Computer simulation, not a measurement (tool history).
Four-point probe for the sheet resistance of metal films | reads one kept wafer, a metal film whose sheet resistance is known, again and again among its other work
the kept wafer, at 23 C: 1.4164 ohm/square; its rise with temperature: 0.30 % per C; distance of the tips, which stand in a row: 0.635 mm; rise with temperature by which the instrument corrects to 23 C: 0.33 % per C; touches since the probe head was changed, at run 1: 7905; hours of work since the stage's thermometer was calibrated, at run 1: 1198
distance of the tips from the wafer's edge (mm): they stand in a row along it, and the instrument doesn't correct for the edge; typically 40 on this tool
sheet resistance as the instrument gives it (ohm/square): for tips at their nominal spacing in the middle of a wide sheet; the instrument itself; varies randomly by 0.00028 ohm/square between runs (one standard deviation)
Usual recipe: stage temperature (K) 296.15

| run | hour | stage temperature (K) | distance of the tips from the wafer's edge (mm) | touches since the probe head was changed | hours of work since the stage's thermometer was calibrated | sheet resistance as the instrument gives it (ohm/square) |
|---|---|---|---|---|---|---|
| 1 | 0.0 | 296.15 | 40 | 7905 | 1198 | 1.419695 |
| 2 | 35.4 | 296.15 | 40 | 9439 | 1220 | 1.419484 |
| 3 | 72.3 | 296.15 | 40 | 11037 | 1243 | 1.419708 |
| 4 | 115.0 | 296.15 | 40 | 12885 | 1269 | 1.419497 |
| 5 | 139.2 | 298.15 | 40 | 13933 | 1284 | 1.418302 |
| 6 | 187.1 | 298.15 | 40 | 16008 | 1313 | 1.418568 |
| 7 | 224.3 | 296.15 | 5 | 17620 | 1336 | 1.430893 |
| 8 | 256.8 | 296.15 | 5 | 19027 | 1356 | 1.431303 |
| 9 | 278.1 | 296.15 | 16 | 19948 | 1369 | 1.419811 |
| 10 | 310.7 | 296.15 | 40 | 21361 | 1389 | 1.418898 |
| 11 | 342.2 | 296.15 | 40 | 22724 | 1409 | 1.418747 |
| 12 | 377.2 | 293.15 | 47 | 24240 | 1430 | 1.419537 |
|  | 380.7 | stage's thermometer calibrated |
| 13 | 420.5 | 293.15 | 7 | 26094 | 24 | 1.425390 |
| 14 | 450.3 | 305.15 | 6 | 27385 | 43 | 1.422115 |
|  | 458.3 | stage's thermometer calibrated, once more |
| 15 | 474.7 | 305.15 | 6 | 28418 | 10 | 1.424174 |
| 16 | 512.1 | 294.15 | 18 | 30038 | 33 | 1.420556 |
| 17 | 545.4 | 294.15 | 18 | 31479 | 54 | 1.420803 |
| 18 | 571.0 | 306.15 | 69 | 32588 | 69 | 1.414800 |
| 19 | 613.9 | 306.15 | 69 | 34446 | 96 | 1.414110 |
| 20 | 634.1 | 298.15 | 65 | 35322 | 108 | 1.417907 |
| 21 | 654.1 | 296.15 | 5 | 36189 | 120 | 1.431066 |

Forecast each of these 3 alternatives for the next run:
| A | 686.9 | 296.15 | 51 | 37606 | 140 | ? |
| B | 686.9 | 302.15 | 4 | 37606 | 140 | ? |
| C | 686.9 | 293.15 | 8 | 37606 | 140 | ? |

| run | sheet resistance as the instrument gives it (ohm/square) |
|---|---|
| A | 1.417996 |
| B | 1.434954 |
| C | 1.424790 |
Without the tool's unlogged condition, the same runs would have read:
| run | sheet resistance as the instrument gives it (ohm/square) |
|---|---|
| A | 1.416235 |
| B | 1.433174 |
| C | 1.423021 |

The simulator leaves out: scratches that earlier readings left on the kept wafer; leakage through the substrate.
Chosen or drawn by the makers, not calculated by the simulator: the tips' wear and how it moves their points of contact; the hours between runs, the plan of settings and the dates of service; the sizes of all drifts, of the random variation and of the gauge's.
